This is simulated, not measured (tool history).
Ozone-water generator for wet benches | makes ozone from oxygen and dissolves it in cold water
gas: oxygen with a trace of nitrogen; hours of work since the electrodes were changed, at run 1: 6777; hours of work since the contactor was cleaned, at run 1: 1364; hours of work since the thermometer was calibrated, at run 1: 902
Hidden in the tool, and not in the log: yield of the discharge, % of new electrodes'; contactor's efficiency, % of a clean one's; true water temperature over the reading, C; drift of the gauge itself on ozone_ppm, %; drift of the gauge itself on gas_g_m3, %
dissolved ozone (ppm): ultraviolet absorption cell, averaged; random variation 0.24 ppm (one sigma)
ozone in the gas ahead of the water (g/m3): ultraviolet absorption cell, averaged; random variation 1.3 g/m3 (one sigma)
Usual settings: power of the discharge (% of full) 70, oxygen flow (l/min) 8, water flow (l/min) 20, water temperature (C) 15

run	day	power of the discharge (% of full)	oxygen flow (l/min)	water flow (l/min)	water temperature (C)	hours of work since the electrodes were changed	hours of work since the contactor was cleaned	hours of work since the thermometer was calibrated	dissolved ozone (ppm)	ozone in the gas ahead of the water (g/m3)
1	0	70	8	20	15	6777	1364	902	29.2	189.4
2	5.467	70	8	20	15	6881	1469	1007	29.4	187.4
3	11.471	70	11.6	20	15	6996	1584	1122	27.7	151.7
4	17.021	70	4.01	20	15	7102	1690	1228	29.9	280.5
# day 17.804: water thermometer calibrated
5	21.158	70	5.89	20	15	7181	1769	64	29.8	224.2
6	29.104	54	5.89	20	15	7333	1921	216	25.8	193.5
7	35.133	54	5.89	20	15	7449	2036	332	25.6	191.5
8	39.85	54	5.89	20	15	7539	2127	422	25.1	191
9	43.892	69	8	20	15	7616	2204	499	28.6	181.8
10	51.792	69	10.87	20	8	7768	2355	651	30.6	150.6
11	56.917	86	8.01	13	10	7866	2454	749	46.2	203
12	60.779	86	8.01	13	10	7940	2527	823	46.3	204.1

The same runs without the tool's hidden state, with the same run-to-run variation:
run	dissolved ozone (ppm)	ozone in the gas ahead of the water (g/m3)
1	35.8	230.4
2	36.2	229.1
3	34.2	185.8
4	37	344.6
5	37	276.1
6	31.1	231
7	31	229.6
8	30.5	229.4
9	36.1	226.3
10	38.8	188.6
11	60.5	263.3
12	60.8	265.5

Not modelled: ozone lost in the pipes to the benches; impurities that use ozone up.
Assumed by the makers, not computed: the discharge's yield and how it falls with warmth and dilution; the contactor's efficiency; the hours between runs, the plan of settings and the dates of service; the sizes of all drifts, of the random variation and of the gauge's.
